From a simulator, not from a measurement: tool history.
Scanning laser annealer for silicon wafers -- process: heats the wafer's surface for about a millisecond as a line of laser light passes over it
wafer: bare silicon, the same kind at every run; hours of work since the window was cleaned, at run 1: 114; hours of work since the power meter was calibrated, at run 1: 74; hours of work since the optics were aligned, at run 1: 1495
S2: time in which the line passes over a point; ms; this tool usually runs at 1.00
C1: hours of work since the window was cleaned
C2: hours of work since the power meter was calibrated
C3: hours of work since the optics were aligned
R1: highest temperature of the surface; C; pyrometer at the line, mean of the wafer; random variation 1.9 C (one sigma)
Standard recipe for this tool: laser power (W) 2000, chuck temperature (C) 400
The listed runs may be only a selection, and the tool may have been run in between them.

{"run": 1, "hour": 0.0, "laser power (W)": 2000, "S2": 1.0, "chuck temperature (C)": 400, "C1": 114, "C2": 74, "C3": 1495, "R1": 1104}
{"run": 2, "hour": 8.7, "laser power (W)": 2000, "S2": 0.84, "chuck temperature (C)": 400, "C1": 118, "C2": 78, "C3": 1499, "R1": 1048}
{"run": 3, "hour": 13.2, "laser power (W)": 2000, "S2": 0.84, "chuck temperature (C)": 400, "C1": 120, "C2": 80, "C3": 1501, "R1": 1046}
{"run": 4, "hour": 21.3, "laser power (W)": 2000, "S2": 1.0, "chuck temperature (C)": 372, "C1": 124, "C2": 83, "C3": 1504, "R1": 1078}
{"run": 5, "hour": 25.4, "laser power (W)": 2000, "S2": 1.0, "chuck temperature (C)": 372, "C1": 126, "C2": 85, "C3": 1506, "R1": 1076}
{"run": 6, "hour": 32.1, "laser power (W)": 2000, "S2": 0.71, "chuck temperature (C)": 400, "C1": 129, "C2": 88, "C3": 1509, "R1": 990}
{"run": 7, "hour": 38.7, "laser power (W)": 2000, "S2": 0.71, "chuck temperature (C)": 400, "C1": 132, "C2": 91, "C3": 1512, "R1": 989}
{"run": 8, "hour": 47.0, "laser power (W)": 2000, "S2": 0.71, "chuck temperature (C)": 400, "C1": 136, "C2": 95, "C3": 1516, "R1": 988}
{"run": 9, "hour": 55.1, "laser power (W)": 2000, "S2": 0.71, "chuck temperature (C)": 400, "C1": 139, "C2": 99, "C3": 1520, "R1": 989}
{"run": 10, "hour": 63.8, "laser power (W)": 2000, "S2": 0.71, "chuck temperature (C)": 400, "C1": 143, "C2": 103, "C3": 1524, "R1": 989}
{"run": 11, "hour": 71.0, "laser power (W)": 2000, "S2": 0.71, "chuck temperature (C)": 400, "C1": 147, "C2": 106, "C3": 1527, "R1": 990}
{"run": 12, "hour": 78.7, "laser power (W)": 2000, "S2": 0.71, "chuck temperature (C)": 400, "C1": 150, "C2": 110, "C3": 1531, "R1": 992}
{"run": 13, "hour": 84.2, "laser power (W)": 2000, "S2": 0.71, "chuck temperature (C)": 400, "C1": 153, "C2": 112, "C3": 1533, "R1": 991}
{"run": 14, "hour": 88.9, "laser power (W)": 2000, "S2": 1.0, "chuck temperature (C)": 400, "C1": 155, "C2": 114, "C3": 1535, "R1": 1103}
{"run": 15, "hour": 94.8, "laser power (W)": 2000, "S2": 1.0, "chuck temperature (C)": 400, "C1": 157, "C2": 117, "C3": 1538, "R1": 1104}
{"run": 16, "hour": 103.3, "laser power (W)": 2000, "S2": 1.0, "chuck temperature (C)": 400, "C1": 161, "C2": 121, "C3": 1542, "R1": 1104}
{"run": 17, "hour": 112.1, "laser power (W)": 2000, "S2": 1.0, "chuck temperature (C)": 400, "C1": 165, "C2": 125, "C3": 1546, "R1": 1104}
{"run": 18, "hour": 117.6, "laser power (W)": 2000, "S2": 1.18, "chuck temperature (C)": 400, "C1": 168, "C2": 127, "C3": 1548, "R1": 1171}
{"run": 19, "hour": 122.9, "laser power (W)": 1915, "S2": 1.0, "chuck temperature (C)": 400, "C1": 170, "C2": 130, "C3": 1551, "R1": 1074}
{"run": 20, "hour": 129.3, "laser power (W)": 1884, "S2": 1.08, "chuck temperature (C)": 405, "C1": 173, "C2": 133, "C3": 1554, "R1": 1100}
{"run": 21, "hour": 134.3, "laser power (W)": 1884, "S2": 1.08, "chuck temperature (C)": 405, "C1": 176, "C2": 135, "C3": 1556, "R1": 1095}
{"run": 22, "hour": 142.8, "laser power (W)": 1884, "S2": 1.08, "chuck temperature (C)": 405, "C1": 179, "C2": 139, "C3": 1560, "R1": 1098}
{"run": 23, "hour": 150.6, "laser power (W)": 1884, "S2": 1.08, "chuck temperature (C)": 405, "C1": 183, "C2": 143, "C3": 1563, "R1": 1097}
{"run": 24, "hour": 154.7, "laser power (W)": 2196, "S2": 1.08, "chuck temperature (C)": 412, "C1": 185, "C2": 144, "C3": 1565, "R1": 1207}
{"run": 25, "hour": 163.1, "laser power (W)": 2196, "S2": 1.08, "chuck temperature (C)": 412, "C1": 189, "C2": 148, "C3": 1569, "R1": 1209}
{"run": 26, "hour": 170.9, "laser power (W)": 1815, "S2": 0.89, "chuck temperature (C)": 396, "C1": 192, "C2": 152, "C3": 1573, "R1": 1002}
{"run": 27, "hour": 180.6, "laser power (W)": 2169, "S2": 0.77, "chuck temperature (C)": 396, "C1": 197, "C2": 156, "C3": 1577, "R1": 1058}
{"run": 28, "hour": 189.7, "laser power (W)": 2169, "S2": 0.77, "chuck temperature (C)": 396, "C1": 201, "C2": 160, "C3": 1581, "R1": 1053}
{"run": 29, "hour": 196.8, "laser power (W)": 2169, "S2": 0.77, "chuck temperature (C)": 396, "C1": 204, "C2": 164, "C3": 1585, "R1": 1055}
{"run": 30, "hour": 205.2, "laser power (W)": 2169, "S2": 0.77, "chuck temperature (C)": 396, "C1": 208, "C2": 167, "C3": 1588, "R1": 1057}
{"run": 31, "hour": 210.7, "laser power (W)": 2005, "S2": 1.2, "chuck temperature (C)": 426, "C1": 210, "C2": 170, "C3": 1591, "R1": 1202}
{"run": 32, "hour": 216.6, "laser power (W)": 2005, "S2": 1.2, "chuck temperature (C)": 426, "C1": 213, "C2": 173, "C3": 1594, "R1": 1201}
{"run": 33, "hour": 220.8, "laser power (W)": 1915, "S2": 1.01, "chuck temperature (C)": 364, "C1": 215, "C2": 175, "C3": 1596, "R1": 1041}
{"run": 34, "hour": 226.5, "laser power (W)": 1703, "S2": 0.81, "chuck temperature (C)": 400, "C1": 218, "C2": 177, "C3": 1598, "R1": 943}
{"run": 35, "hour": 234.5, "laser power (W)": 2043, "S2": 1.0, "chuck temperature (C)": 400, "C1": 221, "C2": 181, "C3": 1602, "R1": 1113}
{"run": 36, "hour": 240.8, "laser power (W)": 2000, "S2": 1.0, "chuck temperature (C)": 436, "C1": 224, "C2": 184, "C3": 1605, "R1": 1135}
{"run": 37, "hour": 247.3, "laser power (W)": 2000, "S2": 1.0, "chuck temperature (C)": 436, "C1": 227, "C2": 187, "C3": 1608, "R1": 1134}
{"run": 38, "hour": 251.5, "laser power (W)": 2000, "S2": 0.98, "chuck temperature (C)": 366, "C1": 229, "C2": 189, "C3": 1610, "R1": 1057}

What would each run have given without the hidden state, its run-to-run variation left as it was?
The hidden state here: light that passes the window, % of a clean one's; laser's true power over the reading, %; width of the line over the set one, %; drift of the gauge itself on peak_c, C.
run=1 R1=1120
run=2 R1=1062
run=3 R1=1060
run=4 R1=1094
run=5 R1=1093
run=6 R1=1004
run=7 R1=1003
run=8 R1=1002
run=9 R1=1003
run=10 R1=1003
run=11 R1=1005
run=12 R1=1007
run=13 R1=1006
run=14 R1=1122
run=15 R1=1122
run=16 R1=1123
run=17 R1=1123
run=18 R1=1191
run=19 R1=1093
run=20 R1=1119
run=21 R1=1114
run=22 R1=1117
run=23 R1=1117
run=24 R1=1230
run=25 R1=1233
run=26 R1=1020
run=27 R1=1078
run=28 R1=1073
run=29 R1=1075
run=30 R1=1078
run=31 R1=1226
run=32 R1=1226
run=33 R1=1062
run=34 R1=961
run=35 R1=1136
run=36 R1=1158
run=37 R1=1157
run=38 R1=1080
